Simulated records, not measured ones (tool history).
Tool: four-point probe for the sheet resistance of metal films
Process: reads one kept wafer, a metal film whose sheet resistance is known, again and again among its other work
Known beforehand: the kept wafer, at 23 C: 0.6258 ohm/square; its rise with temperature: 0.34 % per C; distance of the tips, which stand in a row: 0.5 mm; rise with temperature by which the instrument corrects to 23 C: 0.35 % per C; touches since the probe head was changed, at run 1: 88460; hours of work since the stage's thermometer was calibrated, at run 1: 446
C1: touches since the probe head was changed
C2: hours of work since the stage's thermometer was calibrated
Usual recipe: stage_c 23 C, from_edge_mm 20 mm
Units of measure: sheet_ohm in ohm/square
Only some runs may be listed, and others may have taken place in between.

run 1 hour=0.0 | stage_c=23 from_edge_mm=20 | C1=88460 C2=446 | sheet_ohm=0.622469
run 2 hour=53.8 | stage_c=21 from_edge_mm=20 | C1=89951 C2=471 | sheet_ohm=0.622588
run 3 hour=86.0 | stage_c=21 from_edge_mm=20 | C1=90844 C2=486 | sheet_ohm=0.622278
run 4 hour=111.6 | stage_c=23 from_edge_mm=20 | C1=91551 C2=498 | sheet_ohm=0.622170
run 5 hour=134.1 | stage_c=23 from_edge_mm=17 | C1=92175 C2=509 | sheet_ohm=0.622343
run 6 hour=186.9 | stage_c=23 from_edge_mm=16 | C1=93637 C2=534 | sheet_ohm=0.622305
-- hour=216.3 new probe head fitted
run 7 hour=238.8 | stage_c=23 from_edge_mm=16 | C1=622 C2=558 | sheet_ohm=0.622284
run 8 hour=279.1 | stage_c=23 from_edge_mm=16 | C1=1739 C2=577 | sheet_ohm=0.621975
-- hour=284.5 stage's thermometer calibrated
run 9 hour=308.6 | stage_c=23 from_edge_mm=16 | C1=2543 C2=11 | sheet_ohm=0.621986
run 10 hour=353.8 | stage_c=19 from_edge_mm=11 | C1=3795 C2=33 | sheet_ohm=0.622462
run 11 hour=390.4 | stage_c=34 from_edge_mm=13 | C1=4810 C2=50 | sheet_ohm=0.621256

Estimate the outcome of run 12 from the log above:
run 12 hour=431.0 | stage_c=26 from_edge_mm=27 | C1=5935 C2=69 | sheet_ohm=?

sheet_ohm: 0.621246 ohm/square
The same run, on a tool lacking any hidden state, would have yielded sheet_ohm 0.625731 ohm/square.

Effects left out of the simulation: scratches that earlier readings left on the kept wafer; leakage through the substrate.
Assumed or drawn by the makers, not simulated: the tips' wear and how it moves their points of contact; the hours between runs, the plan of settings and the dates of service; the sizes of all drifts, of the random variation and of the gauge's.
